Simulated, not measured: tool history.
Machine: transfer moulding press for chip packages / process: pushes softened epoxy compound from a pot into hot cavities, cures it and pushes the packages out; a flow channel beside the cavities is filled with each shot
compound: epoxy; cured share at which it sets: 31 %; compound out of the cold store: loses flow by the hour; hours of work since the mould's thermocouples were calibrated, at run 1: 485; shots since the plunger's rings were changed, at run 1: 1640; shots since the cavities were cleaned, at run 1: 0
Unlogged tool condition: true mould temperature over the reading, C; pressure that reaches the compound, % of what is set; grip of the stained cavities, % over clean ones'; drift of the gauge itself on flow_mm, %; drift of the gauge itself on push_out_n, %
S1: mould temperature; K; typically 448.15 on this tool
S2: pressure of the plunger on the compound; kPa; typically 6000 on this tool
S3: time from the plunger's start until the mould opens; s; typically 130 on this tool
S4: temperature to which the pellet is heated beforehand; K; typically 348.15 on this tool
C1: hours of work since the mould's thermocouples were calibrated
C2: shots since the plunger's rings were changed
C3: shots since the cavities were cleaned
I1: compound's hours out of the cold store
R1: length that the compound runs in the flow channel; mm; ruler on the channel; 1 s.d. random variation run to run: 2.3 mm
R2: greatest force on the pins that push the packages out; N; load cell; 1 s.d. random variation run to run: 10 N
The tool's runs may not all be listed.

run    hour      S1    S2   S3      S4   C1    C2   C3    I1   R1   R2
  1       0  448.15  6000  130  348.15  485  1640    0    21  528  463
  2    59.6  448.15  6000  130  341.15  528  2218  578  30.2  512  481
       99.8  -- plunger's sealing rings changed
        105  -- cavities cleaned with cleaning compound and waxed
  3   114.6  448.15  6000  130  341.15  565   129   93    26  522  448
  4   169.1  448.15  6000  130  341.15  604   658  622  46.3  483  460
      209.3  -- cavities cleaned with cleaning compound and waxed
  5   221.1  448.15  6000  130  341.15  641  1148  115  30.7  507  453
  6   265.1  448.15  6000  130  341.15  672  1574  541  27.4  519  452
      314.4  -- mould's thermocouples calibrated
      315.9  -- cavities cleaned with cleaning compound and waxed
  7   317.8  448.15  5490  130  341.15    1  2052   19  22.8  503  472
  8   349.1  448.15  5490  130  341.15   24  2355  322  18.2  511  473
      375.4  -- plunger's sealing rings changed
  9   403.4  448.15  6000  130  350.15   61   272  825    27  518  477
      423.5  -- cavities cleaned with cleaning compound and waxed
 10   437.5  448.15  6000  130  350.15   85   588  136  18.2  538  465
 11   468.5  448.15  6700  130  348.15  107   889  437  17.1  567  454
        527  -- cavities cleaned with cleaning compound and waxed
 12   527.2  448.15  6000  130  348.15  148  1443    1  24.4  523  463
 13     576  448.15  6000  130  348.15  183  1917  475   9.9  553  472
      630.6  -- cavities cleaned with cleaning compound and waxed
 14   639.1  448.15  6000  130  348.15  228  2515   83  34.1  506  458
      650.2  -- plunger's sealing rings changed
 15   678.7  451.15  5150  122  339.15  254   276  442  10.2  507  464
 16   716.3  441.15  5150  122  339.15  282   642  808    36  478  770
      739.6  -- cavities cleaned with cleaning compound and waxed
 17   754.7  441.15  5150  122  339.15  308   999  146  19.3  507  824
 18   786.4  443.15  6080  122  356.15  331  1307  454  46.6  495  642
 19   820.6  443.15  6080  150  356.15  356  1638  785  17.2  555  476
        844  -- cavities cleaned with cleaning compound and waxed
 20   850.4  442.15  6080  131  356.15  376  1913   62  15.2  558  645
 21   907.6  448.15  6000  130  357.15  417  2468  617    34  502  450
      923.4  -- plunger's sealing rings changed
 22   935.3  448.15  6000  130  357.15  435   115  861  31.7  507  453
      951.2  -- cavities cleaned with cleaning compound and waxed
 23   965.6  448.15  6000  130  357.15  456   394  139   9.1  554  467
 24  1017.5  443.15  6000  140  355.15  493   898  643  24.3  533  532
     1056.6  -- cavities cleaned with cleaning compound and waxed
 25  1061.9  453.15  5700  112  358.15  524  1314   51  20.7  508  458
 26  1087.5  450.15  5970  168  358.15  543  1562  299  15.4  532  365
 27  1135.1  450.15  5970  168  358.15  577  2024  761  44.1  482  389

For some of the steps in R2 from one run to the next: how much would appear even if the tool had no hidden state, given the settings, what came in and random variation, and how much remains for the hidden state plus any gauge scatter that the measured result and the result without hidden state don't share?
Run 1 -> 2: S4 348.15 -> 341.15. R2 +18 N: hidden state +5, all else +13.
Run 15 -> 16: S1 451.15 -> 441.15. R2 +306 N: hidden state +5, all else +301.
Run 16 -> 17: cavities cleaned with cleaning compound and waxed. R2 +54 N: hidden state -6, all else +60.
Run 20 -> 21: S1 442.15 -> 448.15, S2 6080 -> 6000, S3 131 -> 130, S4 356.15 -> 357.15. R2 -195 N: hidden state +4, all else -199.
